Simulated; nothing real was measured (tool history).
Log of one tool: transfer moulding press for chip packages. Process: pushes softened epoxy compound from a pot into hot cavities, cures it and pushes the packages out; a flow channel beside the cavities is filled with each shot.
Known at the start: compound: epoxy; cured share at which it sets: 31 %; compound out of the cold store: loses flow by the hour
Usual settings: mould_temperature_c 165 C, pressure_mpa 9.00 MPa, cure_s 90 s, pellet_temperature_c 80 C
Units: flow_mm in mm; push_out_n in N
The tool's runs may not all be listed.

run   hour  mould_temperature_c  pressure_mpa  cure_s  pellet_temperature_c  incoming compound's hours out of the cold store  flow_mm  push_out_n
  1    0.0                  165          9.00      90                    80                                             17.4      940         296
  2   10.7                  168          9.00      90                    80                                             18.7      918         278
  3   17.7                  168          9.04      90                    80                                             24.8      900         281
  4   23.3                  165          9.00      90                    80                                             34.6      878         355
  5   35.3                  165          9.00      90                    85                                             27.0      895         368
  6   43.6                  165          9.00      90                    85                                             25.1      901         372
      46.9  -- cavities cleaned with cleaning compound and waxed
  7   56.5                  165          9.00      90                    85                                             38.5      854         428
  8   66.3                  165          9.00      90                    85                                             16.9      926         449
  9   77.6                  165          9.00      90                    80                                             26.7      884         445
      84.7  -- cavities cleaned with cleaning compound and waxed, once more
 10   88.8                  165          9.00      90                    80                                             24.2      904         295
 11   95.1                  165          9.00      90                    80                                             34.7      868         314
 12  104.4                  165          9.00      90                    80                                             46.4      831         329
 13  115.7                  165          8.89      90                    80                                             22.4      894         375
 14  128.2                  165          8.89      90                    80                                             20.7      905         396
     132.8  -- cavities cleaned with cleaning compound and waxed
 15  136.8                  157          7.49      79                    80                                             19.2      856         680
 16  144.9                  157          7.49      77                    80                                             25.1      835         770
 17  156.9                  157          7.49      77                    80                                             21.1      844         864
 18  164.0                  162          7.49      86                    80                                             16.1      845         521
 19  172.5                  165          8.67      90                    86                                              9.1      917         397
 20  179.0                  159          9.00      90                    80                                             45.5      845         554
     181.7  -- cavities cleaned with cleaning compound and waxed
 21  191.0                  159          9.00      90                    82                                             31.5      880         448
 22  204.1                  169          8.75     105                    79                                             39.0      828         260
 23  209.7                  167          8.86      87                    80                                             24.3      870         358
 24  222.7                  167          9.09      87                    77                                             47.4      814         370
     230.0  -- cavities cleaned with cleaning compound and waxed
 25  233.4                  165          7.50     113                    80                                             44.9      755         220
 26  239.9                  165          7.50     113                    80                                             22.9      808         235

Run 27 comes next. What will it give?
 27  251.9                  165          7.50     113                    80                                             47.4        ?           ?

Run 27 gave flow_mm 728 mm, push_out_n 266 N.
Without the tool's hidden state the same run would have given flow_mm 760 mm, push_out_n 209 N.
